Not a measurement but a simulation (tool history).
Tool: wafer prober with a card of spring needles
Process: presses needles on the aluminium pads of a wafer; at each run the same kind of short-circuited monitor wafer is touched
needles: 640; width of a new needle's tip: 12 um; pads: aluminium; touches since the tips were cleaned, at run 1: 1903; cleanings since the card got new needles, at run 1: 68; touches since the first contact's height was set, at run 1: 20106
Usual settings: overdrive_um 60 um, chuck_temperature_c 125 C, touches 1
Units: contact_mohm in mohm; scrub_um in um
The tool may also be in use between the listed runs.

run	hour	overdrive_um	chuck_temperature_c	touches	touches since the tips were cleaned	cleanings since the card got new needles	touches since the first contact's height was set	contact_mohm	scrub_um
1	0.0	60	125	1	1903	68	20106	234	11.713
# hour 12.3: tips cleaned on abrasive film
# hour 30.3: tips cleaned on abrasive film
2	30.3	60	125	1	0	70	29213	216	11.691
# hour 47.7: tips cleaned on abrasive film
3	53.0	60	125	1	1588	71	36036	225	11.695
# hour 66.2: tips cleaned on abrasive film
# hour 84.6: tips cleaned on abrasive film
4	84.6	60	125	1	0	73	45518	218	11.658
# hour 103.3: tips cleaned on abrasive film
5	116.2	60	125	1	3899	74	55066	239	11.661
# hour 121.0: tips cleaned on abrasive film
# hour 139.1: tips cleaned on abrasive film
6	147.9	60	125	1	2683	76	64587	235	11.636
# hour 157.6: tips cleaned on abrasive film
7	172.2	60	125	1	4413	77	71888	236	11.637
# hour 175.4: tips cleaned on abrasive film
# hour 183.7: height of the first contact set anew
# hour 195.2: tips cleaned on abrasive film
8	206.5	60	125	1	3427	79	6872	240	11.722
# hour 212.7: tips cleaned on abrasive film
9	229.3	60	125	1	5015	80	13719	240	11.706
# hour 232.1: tips cleaned on abrasive film
# hour 250.1: tips cleaned on abrasive film
10	251.7	60	125	1	498	82	20444	224	11.709
# hour 269.6: tips cleaned on abrasive film
11	278.1	60	125	1	2567	83	28397	235	11.694
# hour 289.9: tips cleaned on abrasive film
12	298.6	60	125	2	2646	84	34568	231	11.689
# hour 310.2: tips cleaned on abrasive film
13	320.4	60	77	2	3081	85	41109	218	11.675
# hour 330.9: tips cleaned on abrasive film
14	337.2	53	77	2	1902	86	46169	218	10.289
# hour 348.2: tips cleaned on abrasive film
# hour 367.9: tips cleaned on abrasive film
15	372.9	53	77	2	1525	88	56913	219	10.275
# hour 387.6: tips cleaned on abrasive film
16	393.0	53	77	2	1615	89	62938	219	10.276
# hour 405.0: tips cleaned on abrasive film
# hour 423.9: tips cleaned on abrasive film
17	432.3	74	106	2	2552	91	74773	221	14.351
# hour 435.4: height of the first contact set anew
# hour 442.3: tips cleaned on abrasive film
# hour 460.8: tips cleaned on abrasive film
18	463.0	74	106	2	664	93	8278	214	14.450
# hour 481.3: tips cleaned on abrasive film
19	497.9	54	81	3	5003	94	18781	218	10.534
# hour 500.8: tips cleaned on abrasive film
# hour 518.9: tips cleaned on abrasive film
20	520.2	54	81	3	396	96	25469	214	10.504
# hour 536.7: tips cleaned on abrasive film
21	543.2	64	61	1	1967	97	32383	214	12.462
# hour 556.1: tips cleaned on abrasive film
# hour 576.2: tips cleaned on abrasive film
22	579.4	64	61	1	973	99	43270	212	12.441
# hour 595.5: tips cleaned on abrasive film
# hour 614.6: tips cleaned on abrasive film
23	616.4	64	61	1	541	101	54406	206	12.420
# hour 632.9: tips cleaned on abrasive film
24	643.5	64	61	1	3194	102	62556	218	12.435
# hour 650.6: tips cleaned on abrasive film
# hour 668.9: tips cleaned on abrasive film
25	672.5	64	61	1	1077	104	71267	216	12.378
# hour 687.8: tips cleaned on abrasive film
# hour 688.1: height of the first contact set anew
26	700.3	63	27	1	3698	105	3698	218	12.323
# hour 706.0: tips cleaned on abrasive film
# hour 726.2: tips cleaned on abrasive film
27	737.8	60	125	1	3518	107	14980	237	11.717
# hour 746.0: tips cleaned on abrasive film
# hour 764.9: tips cleaned on abrasive film
28	770.5	60	125	1	1716	109	24808	234	11.685
# hour 782.7: tips cleaned on abrasive film
29	795.6	60	63	1	3903	110	32346	229	11.696
# hour 801.9: tips cleaned on abrasive film
# hour 819.2: tips cleaned on abrasive film
30	828.1	60	63	1	2663	112	42103	224	11.680
# hour 837.1: tips cleaned on abrasive film
# hour 854.5: tips cleaned on abrasive film
31	854.5	42	97	1	0	114	50037	217	8.127
# hour 873.2: tips cleaned on abrasive film
32	874.5	52	86	2	415	115	56067	214	10.065

How the hidden state differs across the entries between the runs, from the last listed run before each to the first after it:
Between runs 1 and 2: tips cleaned on abrasive film (hour 12.3); tips cleaned on abrasive film (hour 30.3)
  debris on the tips, nm: 49.5 -> 7.5; way that the needles fall short of the set height, um: 0.14 -> 0.23; tips' diameter, um: 13.14 -> 13.17
  measured less the result without the state, contact_mohm: +14 -> +2 mohm; scrub_um: -0.027 -> -0.045 um
Between runs 2 and 3: tips cleaned on abrasive film (hour 47.7)
  debris on the tips, nm: 7.5 -> 50.8; way that the needles fall short of the set height, um: 0.23 -> 0.28; tips' diameter, um: 13.17 -> 13.19
  measured less the result without the state, contact_mohm: +2 -> +14 mohm; scrub_um: -0.045 -> -0.054 um
Between runs 3 and 4: tips cleaned on abrasive film (hour 66.2); tips cleaned on abrasive film (hour 84.6)
  debris on the tips, nm: 50.8 -> 5.1; way that the needles fall short of the set height, um: 0.28 -> 0.36; tips' diameter, um: 13.19 -> 13.22
  measured less the result without the state, contact_mohm: +14 -> +2 mohm; scrub_um: -0.054 -> -0.070 um
Between runs 4 and 5: tips cleaned on abrasive film (hour 103.3)
  debris on the tips, nm: 5.1 -> 81.4; way that the needles fall short of the set height, um: 0.36 -> 0.39; tips' diameter, um: 13.22 -> 13.23
  measured less the result without the state, contact_mohm: +2 -> +23 mohm; scrub_um: -0.070 -> -0.077 um
Between runs 5 and 6: tips cleaned on abrasive film (hour 121.0); tips cleaned on abrasive film (hour 139.1)
  debris on the tips, nm: 81.4 -> 64.2; way that the needles fall short of the set height, um: 0.39 -> 0.48; tips' diameter, um: 13.23 -> 13.26
  measured less the result without the state, contact_mohm: +23 -> +18 mohm; scrub_um: -0.077 -> -0.095 um
Between runs 6 and 7: tips cleaned on abrasive film (hour 157.6)
  debris on the tips, nm: 64.2 -> 81; way that the needles fall short of the set height, um: 0.48 -> 0.53; tips' diameter, um: 13.26 -> 13.28
  measured less the result without the state, contact_mohm: +18 -> +23 mohm; scrub_um: -0.095 -> -0.103 um
Between runs 7 and 8: tips cleaned on abrasive film (hour 175.4); height of the first contact set anew (hour 183.7); tips cleaned on abrasive film (hour 195.2)
  debris on the tips, nm: 81 -> 75.5; way that the needles fall short of the set height, um: 0.53 -> 0.04; tips' diameter, um: 13.28 -> 13.31
  measured less the result without the state, contact_mohm: +23 -> +21 mohm; scrub_um: -0.103 -> -0.007 um
Between runs 8 and 9: tips cleaned on abrasive film (hour 212.7)
  debris on the tips, nm: 75.5 -> 87.1; way that the needles fall short of the set height, um: 0.04 -> 0.08; tips' diameter, um: 13.31 -> 13.33
  measured less the result without the state, contact_mohm: +21 -> +25 mohm; scrub_um: -0.007 -> -0.015 um
Between runs 9 and 10: tips cleaned on abrasive film (hour 232.1); tips cleaned on abrasive film (hour 250.1)
  debris on the tips, nm: 87.1 -> 25.6; way that the needles fall short of the set height, um: 0.08 -> 0.18; tips' diameter, um: 13.33 -> 13.36
  measured less the result without the state, contact_mohm: +25 -> +7 mohm; scrub_um: -0.015 -> -0.035 um
Between runs 10 and 11: tips cleaned on abrasive film (hour 269.6)
  debris on the tips, nm: 25.6 -> 65.2; way that the needles fall short of the set height, um: 0.18 -> 0.21; tips' diameter, um: 13.36 -> 13.37
  measured less the result without the state, contact_mohm: +7 -> +18 mohm; scrub_um: -0.035 -> -0.042 um
Between runs 11 and 12: tips cleaned on abrasive film (hour 289.9)
  way that the needles fall short of the set height, um: 0.21 -> 0.26; tips' diameter, um: 13.37 -> 13.39
  measured less the result without the state, contact_mohm: +18 -> +12 mohm; scrub_um: -0.042 -> -0.051 um
Between runs 12 and 13: tips cleaned on abrasive film (hour 310.2)
  debris on the tips, nm: 65.2 -> 68.7; way that the needles fall short of the set height, um: 0.26 -> 0.32; tips' diameter, um: 13.39 -> 13.41
  measured less the result without the state, contact_mohm: +12 -> +13 mohm; scrub_um: -0.051 -> -0.062 um
Between runs 13 and 14: tips cleaned on abrasive film (hour 330.9)
  debris on the tips, nm: 68.7 -> 51.3; way that the needles fall short of the set height, um: 0.32 -> 0.36; tips' diameter, um: 13.41 -> 13.42
  measured less the result without the state, contact_mohm: +13 -> +13 mohm; scrub_um: -0.062 -> -0.071 um
Between runs 14 and 15: tips cleaned on abrasive film (hour 348.2); tips cleaned on abrasive film (hour 367.9)
  debris on the tips, nm: 51.3 -> 41.9; way that the needles fall short of the set height, um: 0.36 -> 0.46; tips' diameter, um: 13.42 -> 13.46
  measured less the result without the state, contact_mohm: +13 -> +11 mohm; scrub_um: -0.071 -> -0.090 um
Between runs 15 and 16: tips cleaned on abrasive film (hour 387.6)
  debris on the tips, nm: 41.9 -> 45.1; way that the needles fall short of the set height, um: 0.46 -> 0.51; tips' diameter, um: 13.46 -> 13.48
  measured less the result without the state, contact_mohm: +11 -> +12 mohm; scrub_um: -0.090 -> -0.100 um
Between runs 16 and 17: tips cleaned on abrasive film (hour 405.0); tips cleaned on abrasive film (hour 423.9)
  debris on the tips, nm: 45.1 -> 66; way that the needles fall short of the set height, um: 0.51 -> 0.62; tips' diameter, um: 13.48 -> 13.52
  measured less the result without the state, contact_mohm: +12 -> +8 mohm; scrub_um: -0.100 -> -0.121 um
Between runs 17 and 18: height of the first contact set anew (hour 435.4); tips cleaned on abrasive film (hour 442.3); tips cleaned on abrasive film (hour 460.8)
  debris on the tips, nm: 66 -> 26.2; way that the needles fall short of the set height, um: 0.62 -> 0.08; tips' diameter, um: 13.52 -> 13.54
  measured less the result without the state, contact_mohm: +8 -> +2 mohm; scrub_um: -0.121 -> -0.015 um
Between runs 18 and 19: tips cleaned on abrasive film (hour 481.3)
  debris on the tips, nm: 26.2 -> 88.1; way that the needles fall short of the set height, um: 0.08 -> 0.13; tips' diameter, um: 13.54 -> 13.56
  measured less the result without the state, contact_mohm: +2 -> +13 mohm; scrub_um: -0.015 -> -0.025 um
Between runs 19 and 20: tips cleaned on abrasive film (hour 500.8); tips cleaned on abrasive film (hour 518.9)
  debris on the tips, nm: 88.1 -> 19.1; way that the needles fall short of the set height, um: 0.13 -> 0.23; tips' diameter, um: 13.56 -> 13.6
  measured less the result without the state, contact_mohm: +13 -> +5 mohm; scrub_um: -0.025 -> -0.044 um
Between runs 20 and 21: tips cleaned on abrasive film (hour 536.7)
  debris on the tips, nm: 19.1 -> 51.9; way that the needles fall short of the set height, um: 0.23 -> 0.26; tips' diameter, um: 13.6 -> 13.61
  measured less the result without the state, contact_mohm: +5 -> +15 mohm; scrub_um: -0.044 -> -0.051 um
Between runs 21 and 22: tips cleaned on abrasive film (hour 556.1); tips cleaned on abrasive film (hour 576.2)
  debris on the tips, nm: 51.9 -> 36; way that the needles fall short of the set height, um: 0.26 -> 0.38; tips' diameter, um: 13.61 -> 13.65
  measured less the result without the state, contact_mohm: +15 -> +11 mohm; scrub_um: -0.051 -> -0.074 um
Between runs 22 and 23: tips cleaned on abrasive film (hour 595.5); tips cleaned on abrasive film (hour 614.6)
  debris on the tips, nm: 36 -> 18.6; way that the needles fall short of the set height, um: 0.38 -> 0.47; tips' diameter, um: 13.65 -> 13.68
  measured less the result without the state, contact_mohm: +11 -> +6 mohm; scrub_um: -0.074 -> -0.091 um
Between runs 23 and 24: tips cleaned on abrasive film (hour 632.9)
  debris on the tips, nm: 18.6 -> 72.9; way that the needles fall short of the set height, um: 0.47 -> 0.52; tips' diameter, um: 13.68 -> 13.7
  measured less the result without the state, contact_mohm: +6 -> +22 mohm; scrub_um: -0.091 -> -0.101 um
Between runs 24 and 25: tips cleaned on abrasive film (hour 650.6); tips cleaned on abrasive film (hour 668.9)
  debris on the tips, nm: 72.9 -> 38.6; way that the needles fall short of the set height, um: 0.52 -> 0.61; tips' diameter, um: 13.7 -> 13.73
  measured less the result without the state, contact_mohm: +22 -> +12 mohm; scrub_um: -0.101 -> -0.120 um
Between runs 25 and 26: tips cleaned on abrasive film (hour 687.8); height of the first contact set anew (hour 688.1)
  debris on the tips, nm: 38.6 -> 79.2; way that the needles fall short of the set height, um: 0.61 -> 0; tips' diameter, um: 13.73 -> 13.74
  measured less the result without the state, contact_mohm: +12 -> +26 mohm; scrub_um: -0.120 -> +0.000 um
Between runs 26 and 27: tips cleaned on abrasive film (hour 706.0); tips cleaned on abrasive film (hour 726.2)
  debris on the tips, nm: 79.2 -> 72.5; way that the needles fall short of the set height, um: 0 -> 0.09; tips' diameter, um: 13.74 -> 13.77
  measured less the result without the state, contact_mohm: +26 -> +22 mohm; scrub_um: +0.000 -> -0.017 um
Between runs 27 and 28: tips cleaned on abrasive film (hour 746.0); tips cleaned on abrasive film (hour 764.9)
  debris on the tips, nm: 72.5 -> 48.7; way that the needles fall short of the set height, um: 0.09 -> 0.19; tips' diameter, um: 13.77 -> 13.81
  measured less the result without the state, contact_mohm: +22 -> +15 mohm; scrub_um: -0.017 -> -0.037 um
Between runs 28 and 29: tips cleaned on abrasive film (hour 782.7)
  debris on the tips, nm: 48.7 -> 77.4; way that the needles fall short of the set height, um: 0.19 -> 0.23; tips' diameter, um: 13.81 -> 13.82
  measured less the result without the state, contact_mohm: +15 -> +26 mohm; scrub_um: -0.037 -> -0.044 um
Between runs 29 and 30: tips cleaned on abrasive film (hour 801.9); tips cleaned on abrasive film (hour 819.2)
  debris on the tips, nm: 77.4 -> 63.9; way that the needles fall short of the set height, um: 0.23 -> 0.32; tips' diameter, um: 13.82 -> 13.86
  measured less the result without the state, contact_mohm: +26 -> +22 mohm; scrub_um: -0.044 -> -0.062 um
Between runs 30 and 31: tips cleaned on abrasive film (hour 837.1); tips cleaned on abrasive film (hour 854.5)
  debris on the tips, nm: 63.9 -> 4.6; way that the needles fall short of the set height, um: 0.32 -> 0.43; tips' diameter, um: 13.86 -> 13.89
  measured less the result without the state, contact_mohm: +22 -> +5 mohm; scrub_um: -0.062 -> -0.083 um
Between runs 31 and 32: tips cleaned on abrasive film (hour 873.2)
  debris on the tips, nm: 4.6 -> 21.4; way that the needles fall short of the set height, um: 0.43 -> 0.46; tips' diameter, um: 13.89 -> 13.91
  measured less the result without the state, contact_mohm: +5 -> +7 mohm; scrub_um: -0.083 -> -0.091 um

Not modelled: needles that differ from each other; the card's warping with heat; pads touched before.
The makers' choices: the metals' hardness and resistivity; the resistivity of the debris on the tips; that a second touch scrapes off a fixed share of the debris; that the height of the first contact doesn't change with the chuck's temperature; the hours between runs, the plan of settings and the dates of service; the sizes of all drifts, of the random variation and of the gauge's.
